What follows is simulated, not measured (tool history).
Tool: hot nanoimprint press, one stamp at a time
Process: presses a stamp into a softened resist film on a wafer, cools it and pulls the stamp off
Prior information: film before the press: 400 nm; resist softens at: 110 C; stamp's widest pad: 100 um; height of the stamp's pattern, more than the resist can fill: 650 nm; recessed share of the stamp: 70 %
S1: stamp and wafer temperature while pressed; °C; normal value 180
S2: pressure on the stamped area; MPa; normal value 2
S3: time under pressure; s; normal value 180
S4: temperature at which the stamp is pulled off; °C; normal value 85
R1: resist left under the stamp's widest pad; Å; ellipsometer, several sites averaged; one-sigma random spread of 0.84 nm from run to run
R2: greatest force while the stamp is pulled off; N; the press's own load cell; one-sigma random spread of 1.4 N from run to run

Run 1, hour 0: usual settings. Result: R1 2253 Å, R2 111 N.
Run 2, hour 8.2: usual settings. Result: R1 2235 Å, R2 114 N.
Run 3, hour 17.4: usual settings. Result: R1 2243 Å, R2 111 N.
Run 4, hour 24.6: usual settings. Result: R1 2235 Å, R2 111 N.
Run 5, hour 31.5: usual settings. Result: R1 2228 Å, R2 117 N.
Run 6, hour 37.3: usual settings. Result: R1 2239 Å, R2 114 N.
Run 7, hour 45.2: usual settings. Result: R1 2242 Å, R2 110 N.
Run 8, hour 51.8: usual settings but S1 187 °C, S3 262 s, S4 81 °C. Result: R1 1563 Å, R2 115 N.
Run 9, hour 63.8: usual settings but S3 150 s, S4 91 °C. Result: R1 2378 Å, R2 111 N.
Run 10, hour 72.6: usual settings but S3 150 s, S4 91 °C. Result: R1 2374 Å, R2 108 N.
Run 11, hour 85.1: usual settings but S2 1.48 MPa, S3 250 s, S4 89 °C. Result: R1 2217 Å, R2 110 N.
Run 12, hour 90.9: usual settings but S2 2.32 MPa, S3 327 s. Result: R1 1678 Å, R2 116 N.
Run 13, hour 104.1: usual settings but S2 2.36 MPa, S3 350 s, S4 89 °C. Result: R1 1615 Å, R2 113 N.

Each row is a separate what-if for the run after 13, all from the same tool condition, not one after another. Results?
Run A, hour 116: usual settings but S1 173 °C. Result: R1 ?, R2 ?.
Run B, hour 116: usual settings but S3 169 s. Result: R1 ?, R2 ?.
Run C, hour 116: usual settings but S2 1.63 MPa, S3 150 s, S4 83 °C. Result: R1 ?, R2 ?.
Run D, hour 116: usual settings but S2 2.12 MPa, S3 350 s, S4 89 °C. Result: R1 ?, R2 ?.

run    R1   R2
  A  2668  113
  B  2269  115
  C  2522  117
  D  1691  111
Without the tool's unlogged condition, the same runs would have read:
run    R1   R2
  A  2703  113
  B  2299  114
  C  2555  117
  D  1712  110
